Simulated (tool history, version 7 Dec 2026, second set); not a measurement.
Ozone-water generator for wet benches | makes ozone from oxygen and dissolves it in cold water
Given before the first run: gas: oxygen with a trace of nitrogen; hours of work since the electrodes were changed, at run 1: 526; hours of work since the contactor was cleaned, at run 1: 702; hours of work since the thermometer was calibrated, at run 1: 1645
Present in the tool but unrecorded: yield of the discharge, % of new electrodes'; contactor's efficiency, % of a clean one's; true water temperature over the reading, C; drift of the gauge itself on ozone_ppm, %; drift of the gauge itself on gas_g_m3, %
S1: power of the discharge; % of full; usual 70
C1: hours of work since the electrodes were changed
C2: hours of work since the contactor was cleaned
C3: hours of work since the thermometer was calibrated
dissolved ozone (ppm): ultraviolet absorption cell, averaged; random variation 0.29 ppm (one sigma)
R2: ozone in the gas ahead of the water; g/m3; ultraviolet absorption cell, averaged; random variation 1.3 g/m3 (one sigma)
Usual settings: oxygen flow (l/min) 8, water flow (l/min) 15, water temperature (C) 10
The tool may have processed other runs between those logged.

run 1 day=0 | S1=70 oxygen_flow_(l/min)=8 water_flow_(l/min)=15 water_temperature_(C)=10 | C1=526 C2=702 C3=1645 | dissolved_ozone_(ppm)=45.4 R2=234.9
run 2 day=1.504 | S1=70 oxygen_flow_(l/min)=8 water_flow_(l/min)=15 water_temperature_(C)=10 | C1=552 C2=729 C3=1672 | dissolved_ozone_(ppm)=45.7 R2=233.5
run 3 day=2.929 | S1=70 oxygen_flow_(l/min)=8 water_flow_(l/min)=15 water_temperature_(C)=10 | C1=578 C2=754 C3=1697 | dissolved_ozone_(ppm)=45.8 R2=236.5
run 4 day=3.542 | S1=70 oxygen_flow_(l/min)=8 water_flow_(l/min)=15 water_temperature_(C)=10 | C1=589 C2=765 C3=1708 | dissolved_ozone_(ppm)=45.8 R2=233.9
run 5 day=4.425 | S1=61 oxygen_flow_(l/min)=8 water_flow_(l/min)=15 water_temperature_(C)=10 | C1=604 C2=781 C3=1723 | dissolved_ozone_(ppm)=40 R2=209.4
run 6 day=5.571 | S1=61 oxygen_flow_(l/min)=8 water_flow_(l/min)=15 water_temperature_(C)=10 | C1=624 C2=801 C3=1744 | dissolved_ozone_(ppm)=40.4 R2=208.1
run 7 day=6.617 | S1=61 oxygen_flow_(l/min)=8 water_flow_(l/min)=15 water_temperature_(C)=10 | C1=643 C2=819 C3=1762 | dissolved_ozone_(ppm)=40.7 R2=210
run 8 day=8.054 | S1=61 oxygen_flow_(l/min)=8 water_flow_(l/min)=15 water_temperature_(C)=10 | C1=668 C2=845 C3=1788 | dissolved_ozone_(ppm)=40.5 R2=207
run 9 day=8.942 | S1=61 oxygen_flow_(l/min)=8 water_flow_(l/min)=15 water_temperature_(C)=10 | C1=684 C2=861 C3=1803 | dissolved_ozone_(ppm)=40.3 R2=208.3
run 10 day=10.471 | S1=61 oxygen_flow_(l/min)=8 water_flow_(l/min)=15 water_temperature_(C)=10 | C1=711 C2=888 C3=1831 | dissolved_ozone_(ppm)=40.3 R2=207.5
run 11 day=11.892 | S1=57 oxygen_flow_(l/min)=8 water_flow_(l/min)=15 water_temperature_(C)=9 | C1=736 C2=913 C3=1856 | dissolved_ozone_(ppm)=38.7 R2=196.6
run 12 day=13.021 | S1=57 oxygen_flow_(l/min)=8 water_flow_(l/min)=15 water_temperature_(C)=9 | C1=756 C2=933 C3=1876 | dissolved_ozone_(ppm)=38.3 R2=196.2
run 13 day=14.038 | S1=57 oxygen_flow_(l/min)=8 water_flow_(l/min)=15 water_temperature_(C)=9 | C1=774 C2=951 C3=1894 | dissolved_ozone_(ppm)=38.7 R2=195.7
run 14 day=15.425 | S1=57 oxygen_flow_(l/min)=8 water_flow_(l/min)=15 water_temperature_(C)=9 | C1=799 C2=976 C3=1918 | dissolved_ozone_(ppm)=38.6 R2=192.3
run 15 day=16.821 | S1=57 oxygen_flow_(l/min)=8 water_flow_(l/min)=15 water_temperature_(C)=9 | C1=824 C2=1000 C3=1943 | dissolved_ozone_(ppm)=38.3 R2=196.3
run 16 day=17.575 | S1=57 oxygen_flow_(l/min)=8 water_flow_(l/min)=15 water_temperature_(C)=9 | C1=837 C2=1014 C3=1956 | dissolved_ozone_(ppm)=38.6 R2=197.3

Run 17, settings as shown, results not yet in. Your forecast:
run 17 day=18.383 | S1=70 oxygen_flow_(l/min)=6.5 water_flow_(l/min)=15 water_temperature_(C)=10 | C1=851 C2=1028 C3=1971 | dissolved_ozone_(ppm)=? R2=?

Run 17 measured dissolved ozone (ppm) 45.3, R2 257.9 g/m3.
Were there no unlogged condition in the tool, this run, its random variation unchanged, would have produced dissolved ozone (ppm) 46.1, R2 261 g/m3.
